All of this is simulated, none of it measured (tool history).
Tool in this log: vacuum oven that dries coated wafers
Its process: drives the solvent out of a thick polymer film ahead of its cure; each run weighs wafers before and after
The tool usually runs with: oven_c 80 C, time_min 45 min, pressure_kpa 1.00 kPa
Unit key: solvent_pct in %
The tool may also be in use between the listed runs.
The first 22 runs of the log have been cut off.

run     day  oven_c  time_min  pressure_kpa  hours of work since the thermocouples were calibrated  hours of work since the vacuum gauge was cleaned of residue  solvent_pct
 23  39.842      80        45          1.00                                                    538                                                          908         3.68
 24  42.108      91        49          3.60                                                    581                                                          950         1.74
 25  44.088      91        49          3.60                                                    618                                                          987         1.77
 26  46.075      91        65          3.60                                                    655                                                         1024         1.47
 27  47.938      91        65          3.60                                                    690                                                         1059         1.57
 28  49.258      80        45          1.13                                                    715                                                         1084         3.78
 29  50.583      80        36          0.85                                                    739                                                         1109         4.72
     51.050  -- oven's thermocouples calibrated
     51.112  -- vacuum gauge cleaned of residue and calibrated
 30  52.062      68        45          1.00                                                     18                                                           18         9.33
 31  54.271      68        45          1.00                                                     59                                                           59         9.18
 32  55.767      68        66          1.21                                                     87                                                           87         7.27
 33  57.792      68        66          1.21                                                    125                                                          125         7.21
 34  59.279      90        45          0.78                                                    153                                                          153         0.83
 35  60.412      90        45          3.07                                                    174                                                          174         1.80
 36  61.804      90        45          3.07                                                    200                                                          200         1.81
 37  63.029      84        76          0.60                                                    223                                                          223         0.75
 38  64.929      84        76          0.60                                                    259                                                          259         0.75
 39  65.967      95        59          2.02                                                    278                                                          278         0.80
 40  67.633      80        53          1.89                                                    309                                                          309         3.32
 41  69.979      80        45          1.13                                                    353                                                          353         3.76
 42  71.488      85        49          1.00                                                    381                                                          381         1.69
 43  73.262      72        45          0.83                                                    415                                                          415         7.32
 44  75.108      72        45          0.65                                                    449                                                          449         7.15
 45  76.379      95        45          1.16                                                    473                                                          473         0.63
 46  78.792      95        78          0.92                                                    518                                                          518         0.30

4 options for the next run, each taken on its own from the tool as it stands now. Forecast them:
  A  79.979      72        35          3.56                                                    540                                                          540            ?
  B  79.979      80        48          1.00                                                    540                                                          540            ?
  C  79.979      95        52          0.92                                                    540                                                          540            ?
  D  79.979      80        72          0.78                                                    540                                                          540            ?

run  solvent_pct
  A        10.19
  B         3.29
  C         0.32
  D         1.69
Without the tool's unlogged condition, the same runs would have read:
run  solvent_pct
  A        10.21
  B         3.31
  C         0.32
  D         1.69
